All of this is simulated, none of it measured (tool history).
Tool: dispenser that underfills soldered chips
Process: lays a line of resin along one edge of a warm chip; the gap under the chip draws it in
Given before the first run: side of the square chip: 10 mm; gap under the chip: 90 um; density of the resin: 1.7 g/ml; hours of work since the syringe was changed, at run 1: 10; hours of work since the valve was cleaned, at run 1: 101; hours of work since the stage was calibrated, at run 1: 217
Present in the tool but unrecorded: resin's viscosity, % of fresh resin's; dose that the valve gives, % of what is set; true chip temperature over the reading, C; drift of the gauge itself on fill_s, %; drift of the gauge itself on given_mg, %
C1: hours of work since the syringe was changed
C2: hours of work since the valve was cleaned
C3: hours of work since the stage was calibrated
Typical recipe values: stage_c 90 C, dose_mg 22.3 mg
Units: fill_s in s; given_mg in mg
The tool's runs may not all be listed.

run 1 hour=0 | stage_c=90 dose_mg=22.3 | C1=10 C2=101 C3=217 | fill_s=33.5 given_mg=21.16
-- hour=1.4 new syringe of resin
run 2 hour=5.2 | stage_c=90 dose_mg=22.3 | C1=3 C2=105 C3=220 | fill_s=25.7 given_mg=21.23
run 3 hour=11.8 | stage_c=82 dose_mg=22.3 | C1=8 C2=110 C3=225 | fill_s=39.2 given_mg=21.03
-- hour=16.3 new syringe of resin
run 4 hour=18.2 | stage_c=82 dose_mg=22.3 | C1=1 C2=114 C3=230 | fill_s=31.7 given_mg=20.95
run 5 hour=22.8 | stage_c=82 dose_mg=22.3 | C1=5 C2=118 C3=234 | fill_s=34.4 given_mg=21.11
run 6 hour=30.1 | stage_c=90 dose_mg=22.3 | C1=11 C2=123 C3=239 | fill_s=34.4 given_mg=21.12
-- hour=31.1 new syringe of resin
-- hour=33.1 dispensing valve cleaned and set on the balance
run 7 hour=36 | stage_c=90 dose_mg=22.3 | C1=3 C2=2 C3=243 | fill_s=25.5 given_mg=22.36
run 8 hour=40.3 | stage_c=90 dose_mg=22.3 | C1=6 C2=6 C3=246 | fill_s=28.7 given_mg=22.41
-- hour=46.8 new syringe of resin
run 9 hour=47.7 | stage_c=90 dose_mg=22.3 | C1=1 C2=11 C3=252 | fill_s=24.6 given_mg=22.17
run 10 hour=54.2 | stage_c=83 dose_mg=22.3 | C1=6 C2=16 C3=257 | fill_s=33.6 given_mg=22.04
run 11 hour=60.4 | stage_c=83 dose_mg=22.3 | C1=10 C2=21 C3=261 | fill_s=39.9 given_mg=21.88
-- hour=61.5 new syringe of resin
run 12 hour=66.2 | stage_c=83 dose_mg=22.3 | C1=4 C2=25 C3=266 | fill_s=31.6 given_mg=22.14
run 13 hour=74.1 | stage_c=83 dose_mg=22.3 | C1=10 C2=31 C3=272 | fill_s=40 given_mg=22.02
-- hour=75.9 new syringe of resin
run 14 hour=78.3 | stage_c=86 dose_mg=22.3 | C1=2 C2=34 C3=275 | fill_s=28.1 given_mg=21.93
run 15 hour=86.4 | stage_c=79 dose_mg=22.3 | C1=8 C2=40 C3=281 | fill_s=41.5 given_mg=21.86
-- hour=90.1 new syringe of resin
run 16 hour=91.7 | stage_c=79 dose_mg=22.3 | C1=1 C2=44 C3=285 | fill_s=33.5 given_mg=21.76
run 17 hour=98.9 | stage_c=81 dose_mg=20.7 | C1=7 C2=50 C3=290 | fill_s=38.2 given_mg=20.12
-- hour=104.4 new syringe of resin
run 18 hour=104.4 | stage_c=81 dose_mg=20.7 | C1=0 C2=54 C3=294 | fill_s=30.1 given_mg=20.09
run 19 hour=112 | stage_c=86 dose_mg=20.7 | C1=6 C2=59 C3=300 | fill_s=33.2 given_mg=19.95
run 20 hour=117.9 | stage_c=96 dose_mg=19.4 | C1=10 C2=64 C3=304 | fill_s=29.4 given_mg=18.89
-- hour=118.6 new syringe of resin
run 21 hour=125.6 | stage_c=95 dose_mg=19.7 | C1=5 C2=70 C3=310 | fill_s=25.2 given_mg=19.08
run 22 hour=131.1 | stage_c=84 dose_mg=22 | C1=10 C2=74 C3=314 | fill_s=37.6 given_mg=21.14
-- hour=133.3 new syringe of resin
run 23 hour=140 | stage_c=99 dose_mg=25.6 | C1=5 C2=80 C3=321 | fill_s=21.3 given_mg=24.77
run 24 hour=146.8 | stage_c=90 dose_mg=22.3 | C1=10 C2=86 C3=326 | fill_s=32.5 given_mg=21.31
-- hour=147.6 new syringe of resin
run 25 hour=154.2 | stage_c=90 dose_mg=22.3 | C1=5 C2=91 C3=332 | fill_s=27.6 given_mg=21.4
-- hour=162.4 new syringe of resin
run 26 hour=162.4 | stage_c=75 dose_mg=23.6 | C1=0 C2=97 C3=338 | fill_s=35.7 given_mg=22.28
run 27 hour=170.3 | stage_c=75 dose_mg=22.2 | C1=6 C2=103 C3=344 | fill_s=43.4 given_mg=21.07
run 28 hour=175.6 | stage_c=103 dose_mg=28.1 | C1=10 C2=107 C3=348 | fill_s=23 given_mg=26.68
-- hour=177 new syringe of resin
run 29 hour=181.1 | stage_c=103 dose_mg=28.1 | C1=3 C2=111 C3=352 | fill_s=17.8 given_mg=26.65
run 30 hour=189 | stage_c=84 dose_mg=28.7 | C1=9 C2=117 C3=358 | fill_s=36.3 given_mg=26.91
-- hour=191.9 new syringe of resin
run 31 hour=195.9 | stage_c=84 dose_mg=28.7 | C1=3 C2=122 C3=363 | fill_s=29.9 given_mg=26.88
-- hour=200.1 dispensing valve cleaned and set on the balance
run 32 hour=205.5 | stage_c=84 dose_mg=28.7 | C1=10 C2=4 C3=370 | fill_s=36.8 given_mg=28.67

Selected run-to-run steps in fill_s, each split into two signed amounts: the part the tool would show with no hidden state at all (from settings, incoming material and random variation), and the remainder, which goes to the hidden state together with any gauge scatter not common to the measured and the hidden-state-free results:
Run 6 -> 7: new syringe of resin, dispensing valve cleaned and set on the balance. fill_s -8.9 s: hidden state -8.1, all else -0.8.
Run 13 -> 14: stage_c 83 -> 86, new syringe of resin. fill_s -11.9 s: hidden state -9.2, all else -2.7.
Run 15 -> 16: new syringe of resin. fill_s -8 s: hidden state -8.5, all else +0.5.
Run 22 -> 23: stage_c 84 -> 99, dose_mg 22 -> 25.6, new syringe of resin. fill_s -16.3 s: hidden state -7, all else -9.3.
Run 27 -> 28: stage_c 75 -> 103, dose_mg 22.2 -> 28.1. fill_s -20.4 s: hidden state -1.1, all else -19.3.
Run 29 -> 30: stage_c 103 -> 84, dose_mg 28.1 -> 28.7. fill_s +18.5 s: hidden state +7.2, all else +11.3.
